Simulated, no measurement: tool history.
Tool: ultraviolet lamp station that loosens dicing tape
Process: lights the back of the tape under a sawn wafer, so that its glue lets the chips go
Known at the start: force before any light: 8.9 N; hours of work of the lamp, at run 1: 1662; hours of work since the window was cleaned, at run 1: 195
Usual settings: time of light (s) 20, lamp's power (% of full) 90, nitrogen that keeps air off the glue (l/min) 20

| run | hour | time of light (s) | lamp's power (% of full) | nitrogen that keeps air off the glue (l/min) | hours of work of the lamp | hours of work since the window was cleaned | force that peels the tape off (N) | light that reached the tape (J/m2) |
|---|---|---|---|---|---|---|---|---|
| 1 | 0.0 | 20 | 90 | 20 | 1662 | 195 | 0.814 | 1690 |
| 2 | 52.6 | 20 | 90 | 20 | 1698 | 231 | 0.906 | 1640 |
|  | 76.3 | lamp changed |
| 3 | 101.6 | 22 | 90 | 20 | 17 | 264 | 0.384 | 2490 |
| 4 | 158.2 | 22 | 71 | 20 | 56 | 303 | 0.652 | 1930 |
| 5 | 195.2 | 20 | 90 | 20 | 82 | 328 | 0.508 | 2200 |
| 6 | 228.0 | 20 | 90 | 12 | 104 | 351 | 0.709 | 2170 |
| 7 | 293.8 | 20 | 90 | 12 | 149 | 396 | 0.757 | 2120 |
| 8 | 347.5 | 25 | 90 | 6 | 186 | 433 | 0.805 | 2570 |
| 9 | 392.7 | 39 | 90 | 8 | 217 | 464 | 0.306 | 3960 |
| 10 | 431.5 | 20 | 90 | 13 | 244 | 490 | 0.813 | 1990 |
|  | 465.6 | window cleaned of glue's vapour |
| 11 | 484.6 | 20 | 90 | 13 | 280 | 13 | 0.537 | 2450 |

Hidden state or all else? Some run-to-run changes of force that peels the tape off (N), split into what the settings, what came in and random variation would give without the hidden state, and what is left for the hidden state (with any gauge scatter that isn't in both results):
The hidden state here: lamp's light, % of a new lamp's; light that the window lets through, % of a clean one's; drift of the gauge itself on peel_n, %; drift of the gauge itself on dose_mj_cm2, %.
Run 2 -> 3: time of light (s) 20 -> 22, lamp changed. force that peels the tape off (N) -0.522: hidden state -0.463, all else -0.059.
